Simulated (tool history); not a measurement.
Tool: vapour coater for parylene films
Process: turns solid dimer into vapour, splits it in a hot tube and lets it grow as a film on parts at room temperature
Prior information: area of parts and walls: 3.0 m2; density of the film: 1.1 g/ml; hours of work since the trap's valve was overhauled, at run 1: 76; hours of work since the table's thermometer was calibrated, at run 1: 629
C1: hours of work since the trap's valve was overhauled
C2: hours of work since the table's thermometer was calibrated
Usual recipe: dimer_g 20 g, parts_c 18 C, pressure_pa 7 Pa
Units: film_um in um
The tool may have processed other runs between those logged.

run 1 hour=0 | dimer_g=20 parts_c=18 pressure_pa=7 | C1=76 C2=629 | film_um=3.71
run 2 hour=26.7 | dimer_g=20 parts_c=18 pressure_pa=7 | C1=91 C2=643 | film_um=3.7
run 3 hour=51.8 | dimer_g=20 parts_c=18 pressure_pa=7 | C1=105 C2=657 | film_um=3.7
run 4 hour=70.3 | dimer_g=20 parts_c=18 pressure_pa=7 | C1=115 C2=667 | film_um=3.7
run 5 hour=104 | dimer_g=20 parts_c=18 pressure_pa=7 | C1=133 C2=685 | film_um=3.68
run 6 hour=131.1 | dimer_g=16 parts_c=18 pressure_pa=7 | C1=148 C2=700 | film_um=3
run 7 hour=157.1 | dimer_g=16 parts_c=18 pressure_pa=7 | C1=162 C2=714 | film_um=2.91
run 8 hour=185 | dimer_g=16 parts_c=18 pressure_pa=7 | C1=177 C2=729 | film_um=2.94
run 9 hour=205.4 | dimer_g=16 parts_c=29 pressure_pa=7 | C1=188 C2=741 | film_um=2.12
run 10 hour=230.1 | dimer_g=16 parts_c=29 pressure_pa=7 | C1=202 C2=754 | film_um=2.09
run 11 hour=247.8 | dimer_g=16 parts_c=29 pressure_pa=7 | C1=211 C2=764 | film_um=2.13
run 12 hour=268.3 | dimer_g=16 parts_c=27 pressure_pa=7 | C1=223 C2=775 | film_um=2.24
run 13 hour=284 | dimer_g=16 parts_c=27 pressure_pa=8.03 | C1=231 C2=783 | film_um=2.2
run 14 hour=312.8 | dimer_g=16 parts_c=27 pressure_pa=8.03 | C1=247 C2=799 | film_um=2.17
run 15 hour=341.1 | dimer_g=20 parts_c=18 pressure_pa=2.69 | C1=262 C2=814 | film_um=4.38
run 16 hour=366.3 | dimer_g=20 parts_c=18 pressure_pa=7 | C1=276 C2=828 | film_um=3.71
run 17 hour=393.4 | dimer_g=20 parts_c=18 pressure_pa=7 | C1=291 C2=843 | film_um=3.63
run 18 hour=413.5 | dimer_g=20 parts_c=18 pressure_pa=7 | C1=302 C2=854 | film_um=3.69
run 19 hour=448.6 | dimer_g=20 parts_c=24 pressure_pa=2.7 | C1=321 C2=873 | film_um=3.57
run 20 hour=477.1 | dimer_g=20 parts_c=17 pressure_pa=2.7 | C1=336 C2=889 | film_um=4.48
run 21 hour=496.8 | dimer_g=20 parts_c=17 pressure_pa=2.7 | C1=347 C2=899 | film_um=4.51
run 22 hour=512.6 | dimer_g=30 parts_c=12 pressure_pa=3.35 | C1=356 C2=908 | film_um=7.5
run 23 hour=548.4 | dimer_g=15 parts_c=19 pressure_pa=3.35 | C1=375 C2=927 | film_um=3.11
run 24 hour=575.4 | dimer_g=15 parts_c=19 pressure_pa=3.35 | C1=390 C2=942 | film_um=3.08
run 25 hour=611.9 | dimer_g=34 parts_c=12 pressure_pa=2.13 | C1=410 C2=962 | film_um=9.2
run 26 hour=632 | dimer_g=34 parts_c=12 pressure_pa=2.13 | C1=421 C2=973 | film_um=9.09
run 27 hour=658.5 | dimer_g=34 parts_c=16 pressure_pa=2.71 | C1=435 C2=987 | film_um=7.83
run 28 hour=677.4 | dimer_g=27 parts_c=21 pressure_pa=2.71 | C1=445 C2=998 | film_um=5.32
run 29 hour=695.5 | dimer_g=27 parts_c=21 pressure_pa=2.71 | C1=455 C2=1007 | film_um=5.28
run 30 hour=715.6 | dimer_g=12 parts_c=11 pressure_pa=8.54 | C1=466 C2=1018 | film_um=2.63
run 31 hour=750.1 | dimer_g=12 parts_c=11 pressure_pa=8.54 | C1=485 C2=1037 | film_um=2.62
run 32 hour=776.1 | dimer_g=24 parts_c=27 pressure_pa=8.54 | C1=499 C2=1051 | film_um=3.32
-- hour=789.6 trap's valve overhauled
run 33 hour=806.2 | dimer_g=20 parts_c=22 pressure_pa=8.39 | C1=9 C2=1066 | film_um=3.11
run 34 hour=842.6 | dimer_g=20 parts_c=22 pressure_pa=8.39 | C1=29 C2=1085 | film_um=3.21
run 35 hour=869.4 | dimer_g=10 parts_c=18 pressure_pa=7 | C1=43 C2=1100 | film_um=1.87
run 36 hour=889.5 | dimer_g=10 parts_c=18 pressure_pa=7 | C1=54 C2=1111 | film_um=1.83

Consider 5 possible next runs. They are alternatives, not a sequence: every one starts from the tool as it was left by run 36. What does each give?
run A hour=923.5 | dimer_g=25 parts_c=25 pressure_pa=7.13 | C1=73 C2=1129 | film_um=?
run B hour=923.5 | dimer_g=9 parts_c=17 pressure_pa=9.04 | C1=73 C2=1129 | film_um=?
run C hour=923.5 | dimer_g=29 parts_c=23 pressure_pa=3.67 | C1=73 C2=1129 | film_um=?
run D hour=923.5 | dimer_g=27 parts_c=28 pressure_pa=10.27 | C1=73 C2=1129 | film_um=?
run E hour=923.5 | dimer_g=22 parts_c=18 pressure_pa=7 | C1=73 C2=1129 | film_um=?

run=A film_um=3.68
run=B film_um=1.61
run=C film_um=5.2
run=D film_um=3.44
run=E film_um=4.09
With the hidden condition removed and each run's random variation left untouched, the same runs would have given:
run=A film_um=3.68
run=B film_um=1.61
run=C film_um=5.2
run=D film_um=3.44
run=E film_um=4.09
